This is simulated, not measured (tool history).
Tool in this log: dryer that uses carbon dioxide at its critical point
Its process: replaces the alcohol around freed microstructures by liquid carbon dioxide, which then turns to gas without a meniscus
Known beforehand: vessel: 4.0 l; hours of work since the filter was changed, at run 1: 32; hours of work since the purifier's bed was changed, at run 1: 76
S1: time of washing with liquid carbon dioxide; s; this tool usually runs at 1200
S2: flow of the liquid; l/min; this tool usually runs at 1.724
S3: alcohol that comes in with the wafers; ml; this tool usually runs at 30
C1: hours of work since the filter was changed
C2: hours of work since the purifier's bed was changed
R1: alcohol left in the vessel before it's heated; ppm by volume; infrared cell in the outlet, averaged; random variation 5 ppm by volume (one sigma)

run 1 hour=0 | S1=1200 S2=1.724 S3=30 | C1=32 C2=76 | R1=20
run 2 hour=16.1 | S1=1200 S2=1.724 S3=30 | C1=39 C2=83 | R1=38
run 3 hour=30.7 | S1=1200 S2=1.724 S3=30 | C1=45 C2=89 | R1=22
run 4 hour=47.2 | S1=1200 S2=1.724 S3=30 | C1=52 C2=96 | R1=29
run 5 hour=71.9 | S1=1200 S2=1.724 S3=30 | C1=62 C2=106 | R1=25
run 6 hour=92.9 | S1=1200 S2=1.724 S3=30 | C1=71 C2=115 | R1=29
run 7 hour=113.6 | S1=1200 S2=1.724 S3=30 | C1=80 C2=124 | R1=31
run 8 hour=129.5 | S1=1200 S2=1.724 S3=30 | C1=86 C2=130 | R1=30
run 9 hour=152.3 | S1=1200 S2=1.724 S3=30 | C1=96 C2=140 | R1=36
run 10 hour=176.9 | S1=1200 S2=1.724 S3=30 | C1=106 C2=150 | R1=31
run 11 hour=189.6 | S1=1200 S2=2.11 S3=30 | C1=111 C2=155 | R1=24
run 12 hour=209.9 | S1=1020 S2=1.31 S3=30 | C1=120 C2=164 | R1=151
run 13 hour=233.4 | S1=1020 S2=1.31 S3=30 | C1=130 C2=174 | R1=144
run 14 hour=247.3 | S1=1020 S2=1.76 S3=30 | C1=135 C2=180 | R1=59
run 15 hour=265.6 | S1=1020 S2=1.76 S3=30 | C1=143 C2=187 | R1=70
run 16 hour=277.5 | S1=1500 S2=1.76 S3=27 | C1=148 C2=192 | R1=22
run 17 hour=291.5 | S1=840 S2=1.724 S3=118 | C1=154 C2=198 | R1=414
run 18 hour=314 | S1=1200 S2=1.724 S3=58 | C1=163 C2=207 | R1=62
run 19 hour=337.4 | S1=1200 S2=2 S3=30 | C1=173 C2=217 | R1=28
run 20 hour=355.4 | S1=1800 S2=2.27 S3=24 | C1=181 C2=225 | R1=31

Branching from run 20: 3 alternative next runs. What would each branch give?
run A hour=372.7 | S1=1800 S2=2.27 S3=28 | C1=188 C2=232 | R1=?
run B hour=372.7 | S1=900 S2=1.36 S3=24 | C1=188 C2=232 | R1=?
run C hour=372.7 | S1=1140 S2=2.27 S3=24 | C1=188 C2=232 | R1=?

run=A R1=30
run=B R1=189
run=C R1=21
The same runs, with their run-to-run variation unchanged, on a tool lacking any hidden condition would have given:
run=A R1=7
run=B R1=140
run=C R1=0
